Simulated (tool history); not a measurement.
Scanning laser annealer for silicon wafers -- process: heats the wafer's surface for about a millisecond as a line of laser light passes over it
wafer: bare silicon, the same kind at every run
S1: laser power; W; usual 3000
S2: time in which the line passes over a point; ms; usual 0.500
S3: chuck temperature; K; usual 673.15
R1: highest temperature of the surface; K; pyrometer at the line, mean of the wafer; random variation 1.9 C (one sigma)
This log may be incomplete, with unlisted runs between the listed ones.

Run 1, hour 0.0: usual settings. Result: R1 1392.15 K.
Run 2, hour 17.0: usual settings but S3 688.15 K. Result: R1 1405.15 K.
Run 3, hour 29.7: usual settings but S3 688.15 K. Result: R1 1406.15 K.
Run 4, hour 51.7: usual settings but S3 688.15 K. Result: R1 1404.15 K.
Run 5, hour 68.9: usual settings. Result: R1 1390.15 K.
Run 6, hour 83.7: usual settings. Result: R1 1391.15 K.
Run 7, hour 104.6: usual settings but S1 2551 W, S2 0.429 ms, S3 697.15 K. Result: R1 1240.15 K.
At hour 122.4: optics aligned, line set to its width.
Run 8, hour 123.6: usual settings but S1 2905 W, S2 0.593 ms, S3 645.15 K. Result: R1 1390.15 K.
Run 9, hour 143.9: usual settings but S1 2905 W, S2 0.593 ms, S3 645.15 K. Result: R1 1389.15 K.
Run 10, hour 159.1: usual settings but S1 2905 W, S2 0.593 ms, S3 645.15 K. Result: R1 1389.15 K.
Run 11, hour 176.9: usual settings but S1 2905 W, S2 0.593 ms, S3 645.15 K. Result: R1 1392.15 K.

Alternative continuations, all from the tool just after run 11; predict every row:
Run A, hour 191.7: usual settings but S2 0.615 ms, S3 638.15 K. Result: R1 ?.
Run B, hour 191.7: usual settings but S2 0.372 ms, S3 707.15 K. Result: R1 ?.
Run C, hour 191.7: usual settings but S1 2658 W, S2 0.366 ms, S3 658.15 K. Result: R1 ?.
Run D, hour 191.7: usual settings but S1 3206 W, S2 0.593 ms, S3 702.15 K. Result: R1 ?.

run       R1
  A  1428.15
  B  1329.15
  C  1191.15
  D  1547.15
What these runs would have given with no unlogged condition in the tool:
run       R1
  A  1429.15
  B  1329.15
  C  1191.15
  D  1547.15

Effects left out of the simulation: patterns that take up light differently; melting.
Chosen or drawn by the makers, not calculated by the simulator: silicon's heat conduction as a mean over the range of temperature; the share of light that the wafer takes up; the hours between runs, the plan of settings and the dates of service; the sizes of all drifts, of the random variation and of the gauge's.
